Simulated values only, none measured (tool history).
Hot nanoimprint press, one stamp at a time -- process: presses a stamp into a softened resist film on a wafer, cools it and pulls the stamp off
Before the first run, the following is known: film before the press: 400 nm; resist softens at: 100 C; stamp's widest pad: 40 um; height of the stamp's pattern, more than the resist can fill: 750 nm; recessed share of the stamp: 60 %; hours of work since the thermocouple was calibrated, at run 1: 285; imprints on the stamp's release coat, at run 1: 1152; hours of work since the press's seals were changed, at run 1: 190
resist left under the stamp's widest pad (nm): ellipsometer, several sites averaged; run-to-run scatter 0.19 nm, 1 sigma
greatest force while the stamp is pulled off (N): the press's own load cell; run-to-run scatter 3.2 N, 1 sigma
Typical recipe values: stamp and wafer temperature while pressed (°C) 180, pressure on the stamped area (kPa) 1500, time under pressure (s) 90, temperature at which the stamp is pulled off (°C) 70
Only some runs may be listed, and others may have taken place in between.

run   hour  stamp and wafer temperature while pressed (°C)  pressure on the stamped area (kPa)  time under pressure (s)  temperature at which the stamp is pulled off (°C)  hours of work since the thermocouple was calibrated  imprints on the stamp's release coat  hours of work since the press's seals were changed  resist left under the stamp's widest pad (nm)  greatest force while the stamp is pulled off (N)
  1    0.0                                             180                                1500                       90                                                 70                                                  285                                  1152                                                 190                                          137.4                                               226
  2   10.7                                             180                                1500                       90                                                 70                                                  290                                  1180                                                 195                                          137.3                                               227
  3   26.3                                             180                                1500                       90                                                 70                                                  297                                  1220                                                 202                                          137.2                                               224
  4   43.5                                             180                                1500                       90                                                 70                                                  305                                  1265                                                 210                                          137.1                                               229
  5   52.4                                             180                                1500                       90                                                 70                                                  309                                  1289                                                 214                                          137.2                                               222
  6   60.8                                             180                                1500                      117                                                 70                                                  313                                  1311                                                 218                                          122.8                                               237
  7   75.9                                             180                                1500                       46                                                 70                                                  320                                  1350                                                 225                                          180.2                                               229
  8   86.4                                             180                                1500                       46                                                 70                                                  324                                  1377                                                 230                                          179.9                                               234
  9   93.3                                             179                                1500                       90                                                 70                                                  328                                  1396                                                 233                                          142.5                                               235
 10  106.6                                             180                                1500                       90                                                 70                                                  334                                  1430                                                 239                                          137.2                                               239
 11  117.5                                             180                                1500                       93                                                 70                                                  339                                  1459                                                 244                                          135.1                                               234
 12  126.3                                             180                                1500                       90                                                 70                                                  343                                  1482                                                 248                                          136.7                                               239
 13  133.4                                             180                                1500                       90                                                 70                                                  346                                  1500                                                 251                                          136.8                                               245
 14  142.9                                             180                                1500                       90                                                 73                                                  350                                  1525                                                 255                                          137.1                                               241
 15  156.6                                             180                                1500                       90                                                 70                                                  356                                  1561                                                 261                                          136.7                                               242
 16  172.3                                             180                                1500                       90                                                 70                                                  364                                  1602                                                 269                                          137.0                                               246
 17  181.7                                             180                                1500                       90                                                 70                                                  368                                  1626                                                 273                                          136.7                                               249
 18  196.0                                             187                                1660                       60                                                 70                                                  374                                  1664                                                 279                                          120.6                                               250

Run 19, settings as shown, results not yet in. Your forecast:
 19  209.4                                             187                                1930                       60                                                 60                                                  380                                  1699                                                 286                                              ?                                                 ?

{"run 19": {"resist left under the stamp's widest pad (nm)": 111.8, "greatest force while the stamp is pulled off (N)": 271}}
The same run, on a tool lacking any hidden state, would have yielded resist left under the stamp's widest pad (nm) 114.3, greatest force while the stamp is pulled off (N) 161.
